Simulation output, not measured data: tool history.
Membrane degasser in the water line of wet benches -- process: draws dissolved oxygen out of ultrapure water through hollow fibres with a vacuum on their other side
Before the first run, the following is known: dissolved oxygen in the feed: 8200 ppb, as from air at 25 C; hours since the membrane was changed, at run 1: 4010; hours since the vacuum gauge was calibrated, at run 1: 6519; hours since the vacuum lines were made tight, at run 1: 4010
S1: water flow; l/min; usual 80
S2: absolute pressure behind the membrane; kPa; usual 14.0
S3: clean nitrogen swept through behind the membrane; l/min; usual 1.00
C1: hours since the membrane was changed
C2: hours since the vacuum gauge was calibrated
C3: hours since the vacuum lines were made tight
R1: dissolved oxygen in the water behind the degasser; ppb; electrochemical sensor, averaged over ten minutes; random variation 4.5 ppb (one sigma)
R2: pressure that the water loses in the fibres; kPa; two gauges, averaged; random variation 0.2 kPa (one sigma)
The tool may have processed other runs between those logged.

run	hour	S1	S2	S3	C1	C2	C3	R1	R2
1	0.0	80	14.0	1.00	4010	6519	4010	1305.1	43.11
2	135.0	80	18.9	1.00	4145	6654	4145	1804.9	43.49
3	211.5	80	18.9	1.00	4221	6730	4221	1790.8	43.11
4	278.5	53	14.0	1.00	4288	6797	4288	994.3	28.45
5	379.9	53	14.0	1.00	4390	6899	4390	999.5	28.56
# hour 386.8: vacuum gauge calibrated
6	509.5	53	14.0	1.00	4519	123	4519	993.6	28.42
7	603.8	53	14.0	1.00	4613	217	4613	1004.8	28.51
8	731.0	76	34.4	2.61	4740	344	4740	1620.4	41.31
9	873.9	69	22.2	1.12	4883	487	4883	1806.3	37.61
10	1019.4	69	22.2	1.12	5029	633	5029	1793.6	37.54
11	1093.8	69	22.2	1.12	5103	707	5103	1783.8	37.60
12	1238.3	49	21.1	1.00	5247	851	5247	1469.2	26.93
# hour 1259.9: vacuum gauge calibrated, once more
13	1330.1	49	30.4	1.33	5339	70	5339	1682.7	26.37

Branching from run 13: 3 alternative next runs. What would each branch give?
A	1426.5	64	20.3	1.00	5435	167	5435	?	?
B	1426.5	51	28.3	0.75	5435	167	5435	?	?
C	1426.5	99	30.4	0.99	5435	167	5435	?	?

run	R1	R2
A	1650.1	35.21
B	2359.1	27.85
C	3080.9	53.61
Stripped of hidden state, with their random variation kept, the same runs would have yielded:
run	R1	R2
A	1651.0	33.99
B	2360.9	26.88
C	3084.1	51.73
